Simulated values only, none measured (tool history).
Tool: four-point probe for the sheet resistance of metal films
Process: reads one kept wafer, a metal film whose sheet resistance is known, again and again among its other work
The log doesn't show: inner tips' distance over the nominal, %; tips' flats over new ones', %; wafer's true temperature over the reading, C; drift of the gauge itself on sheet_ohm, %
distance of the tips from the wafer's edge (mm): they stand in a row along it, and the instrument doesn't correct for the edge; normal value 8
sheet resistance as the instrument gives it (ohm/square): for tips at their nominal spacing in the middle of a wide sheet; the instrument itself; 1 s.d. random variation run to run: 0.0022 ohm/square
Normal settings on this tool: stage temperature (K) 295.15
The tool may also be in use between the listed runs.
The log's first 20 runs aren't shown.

run	hour	stage temperature (K)	distance of the tips from the wafer's edge (mm)	touches since the probe head was changed	hours of work since the stage's thermometer was calibrated	sheet resistance as the instrument gives it (ohm/square)
# hour 347.1: stage's thermometer calibrated
21	369.4	295.15	8	36188	17	10.919631
22	390	295.15	8	37202	32	10.916952
23	413	307.15	8	38335	49	10.876298
24	424.3	304.15	25	38890	57	10.804257
25	451	304.15	25	40206	77	10.803562
26	467.4	299.15	55	41016	89	10.813988
27	486	299.15	55	41932	103	10.816742
# hour 489: stage's thermometer calibrated, once more
28	501.7	292.15	20	42678	9	10.838121
29	521.8	292.15	20	43671	24	10.83203
30	548.9	303.15	19	45004	44	10.798208
31	569.1	303.15	19	46001	59	10.801241
32	587.5	297.15	8	46903	73	10.895088
33	605.3	297.15	8	47780	86	10.894504
34	627.1	297.15	44	48853	102	10.803185
35	643.7	297.15	44	49673	114	10.806053
36	667.3	298.15	8	50835	132	10.887116
37	687.7	306.15	40	51838	147	10.774504
38	699.4	305.15	8	52415	156	10.866398
39	722	305.15	8	53529	172	10.863227
40	743.8	305.15	8	54602	188	10.865281
41	768.4	295.15	13	55816	207	10.84178
42	790.2	306.15	9	56889	223	10.846755
43	809.7	306.15	9	57847	237	10.843132

What does the tool deliver on the next run?
44	832	306.15	9	58948	254	?

For run 44 the tool returned sheet resistance as the instrument gives it (ohm/square) 10.844004.
Minus the tool's unlogged condition, the same run would have read sheet resistance as the instrument gives it (ohm/square) 10.840199.

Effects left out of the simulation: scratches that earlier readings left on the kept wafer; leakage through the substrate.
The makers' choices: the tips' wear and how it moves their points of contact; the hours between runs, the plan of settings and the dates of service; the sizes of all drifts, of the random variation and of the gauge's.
